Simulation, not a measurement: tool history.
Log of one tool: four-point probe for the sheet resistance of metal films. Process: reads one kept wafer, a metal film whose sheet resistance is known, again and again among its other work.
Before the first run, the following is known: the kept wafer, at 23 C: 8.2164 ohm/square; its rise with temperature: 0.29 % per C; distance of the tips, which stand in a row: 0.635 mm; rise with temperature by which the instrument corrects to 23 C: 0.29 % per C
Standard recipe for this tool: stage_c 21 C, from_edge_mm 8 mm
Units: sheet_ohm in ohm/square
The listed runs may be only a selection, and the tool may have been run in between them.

{"run": 1, "hour": 0.0, "stage_c": 21, "from_edge_mm": 8, "sheet_ohm": 8.180827}
{"run": 2, "hour": 105.1, "stage_c": 19, "from_edge_mm": 8, "sheet_ohm": 8.183658}
{"run": 3, "hour": 220.9, "stage_c": 21, "from_edge_mm": 10, "sheet_ohm": 8.17632}
{"run": 4, "hour": 362.3, "stage_c": 21, "from_edge_mm": 10, "sheet_ohm": 8.178252}
{"run": 5, "hour": 476.0, "stage_c": 21, "from_edge_mm": 56, "sheet_ohm": 8.164281}
{"run": 6, "hour": 603.8, "stage_c": 21, "from_edge_mm": 10, "sheet_ohm": 8.18361}
{"run": 7, "hour": 680.4, "stage_c": 21, "from_edge_mm": 10, "sheet_ohm": 8.183262}
{"run": 8, "hour": 819.1, "stage_c": 21, "from_edge_mm": 60, "sheet_ohm": 8.168104}
{"run": 9, "hour": 944.4, "stage_c": 21, "from_edge_mm": 60, "sheet_ohm": 8.170063}
{"run": 10, "hour": 1081.7, "stage_c": 21, "from_edge_mm": 74, "sheet_ohm": 8.170638}
{"run": 11, "hour": 1217.7, "stage_c": 24, "from_edge_mm": 74, "sheet_ohm": 8.174065}
{"run": 12, "hour": 1353.3, "stage_c": 21, "from_edge_mm": 8, "sheet_ohm": 8.2032}
{"run": 13, "hour": 1485.6, "stage_c": 21, "from_edge_mm": 8, "sheet_ohm": 8.203969}
{"run": 14, "hour": 1563.4, "stage_c": 21, "from_edge_mm": 8, "sheet_ohm": 8.206404}
{"run": 15, "hour": 1704.1, "stage_c": 21, "from_edge_mm": 8, "sheet_ohm": 8.209404}
{"run": 16, "hour": 1774.7, "stage_c": 21, "from_edge_mm": 8, "sheet_ohm": 8.210278}
{"run": 17, "hour": 1908.6, "stage_c": 21, "from_edge_mm": 8, "sheet_ohm": 8.212633}
{"run": 18, "hour": 2005.6, "stage_c": 21, "from_edge_mm": 8, "sheet_ohm": 8.211859}
{"run": 19, "hour": 2131.9, "stage_c": 21, "from_edge_mm": 8, "sheet_ohm": 8.212357}
{"run": 20, "hour": 2224.9, "stage_c": 21, "from_edge_mm": 15, "sheet_ohm": 8.196838}
{"run": 21, "hour": 2306.7, "stage_c": 21, "from_edge_mm": 8, "sheet_ohm": 8.21712}
{"run": 22, "hour": 2429.5, "stage_c": 21, "from_edge_mm": 5, "sheet_ohm": 8.261336}
{"run": 23, "hour": 2515.3, "stage_c": 21, "from_edge_mm": 5, "sheet_ohm": 8.264357}
{"run": 24, "hour": 2645.2, "stage_c": 18, "from_edge_mm": 27, "sheet_ohm": 8.21924}
{"run": 25, "hour": 2703.3, "stage_c": 34, "from_edge_mm": 10, "sheet_ohm": 8.236717}
{"run": 26, "hour": 2768.6, "stage_c": 34, "from_edge_mm": 10, "sheet_ohm": 8.237284}
{"run": 27, "hour": 2840.4, "stage_c": 21, "from_edge_mm": 37, "sheet_ohm": 8.22255}
{"run": 28, "hour": 2918.5, "stage_c": 28, "from_edge_mm": 5, "sheet_ohm": 8.293369}
{"run": 29, "hour": 3042.7, "stage_c": 27, "from_edge_mm": 13, "sheet_ohm": 8.229316}
{"run": 30, "hour": 3144.2, "stage_c": 22, "from_edge_mm": 4, "sheet_ohm": 8.332916}
{"run": 31, "hour": 3286.8, "stage_c": 23, "from_edge_mm": 33, "sheet_ohm": 8.240068}
{"run": 32, "hour": 3354.5, "stage_c": 30, "from_edge_mm": 16, "sheet_ohm": 8.247937}
{"run": 33, "hour": 3426.0, "stage_c": 19, "from_edge_mm": 30, "sheet_ohm": 8.241588}
{"run": 34, "hour": 3537.1, "stage_c": 30, "from_edge_mm": 58, "sheet_ohm": 8.242354}
{"run": 35, "hour": 3604.2, "stage_c": 23, "from_edge_mm": 13, "sheet_ohm": 8.252146}
{"run": 36, "hour": 3700.4, "stage_c": 21, "from_edge_mm": 25, "sheet_ohm": 8.246611}
{"run": 37, "hour": 3785.4, "stage_c": 30, "from_edge_mm": 8, "sheet_ohm": 8.275314}
{"run": 38, "hour": 3888.2, "stage_c": 30, "from_edge_mm": 8, "sheet_ohm": 8.277015}
{"run": 39, "hour": 4020.7, "stage_c": 30, "from_edge_mm": 8, "sheet_ohm": 8.281908}
{"run": 40, "hour": 4087.0, "stage_c": 20, "from_edge_mm": 4, "sheet_ohm": 8.359295}
{"run": 41, "hour": 4155.0, "stage_c": 20, "from_edge_mm": 3, "sheet_ohm": 8.445666}
{"run": 42, "hour": 4290.7, "stage_c": 20, "from_edge_mm": 3, "sheet_ohm": 8.448373}
{"run": 43, "hour": 4369.1, "stage_c": 20, "from_edge_mm": 68, "sheet_ohm": 8.256667}
{"run": 44, "hour": 4473.6, "stage_c": 31, "from_edge_mm": 60, "sheet_ohm": 8.256647}
{"run": 45, "hour": 4545.2, "stage_c": 31, "from_edge_mm": 60, "sheet_ohm": 8.257761}

Missing from the log above: 2 entries noted between runs. For each, name the pair of listed runs it sits between and say how the tool's hidden condition differs from the listed run just before to the listed run just after:
Runs 23 to 24: new probe head fitted (hour 2556.9)
  inner tips' distance over the nominal, %: -0.149 -> 0.119; tips' flats over new ones', %: 84 -> 2; wafer's true temperature over the reading, C: -0.41 -> -0.43
  measured value less the no-hidden-state value, sheet_ohm: -0.023254 -> +0.000158 ohm/square
Runs 30 to 31: stage's thermometer calibrated (hour 3211.5)
  inner tips' distance over the nominal, %: 0.22 -> 0.247; tips' flats over new ones', %: 14 -> 18; wafer's true temperature over the reading, C: -0.5 -> 0.02
  measured value less the no-hidden-state value, sheet_ohm: +0.007535 -> +0.022534 ohm/square

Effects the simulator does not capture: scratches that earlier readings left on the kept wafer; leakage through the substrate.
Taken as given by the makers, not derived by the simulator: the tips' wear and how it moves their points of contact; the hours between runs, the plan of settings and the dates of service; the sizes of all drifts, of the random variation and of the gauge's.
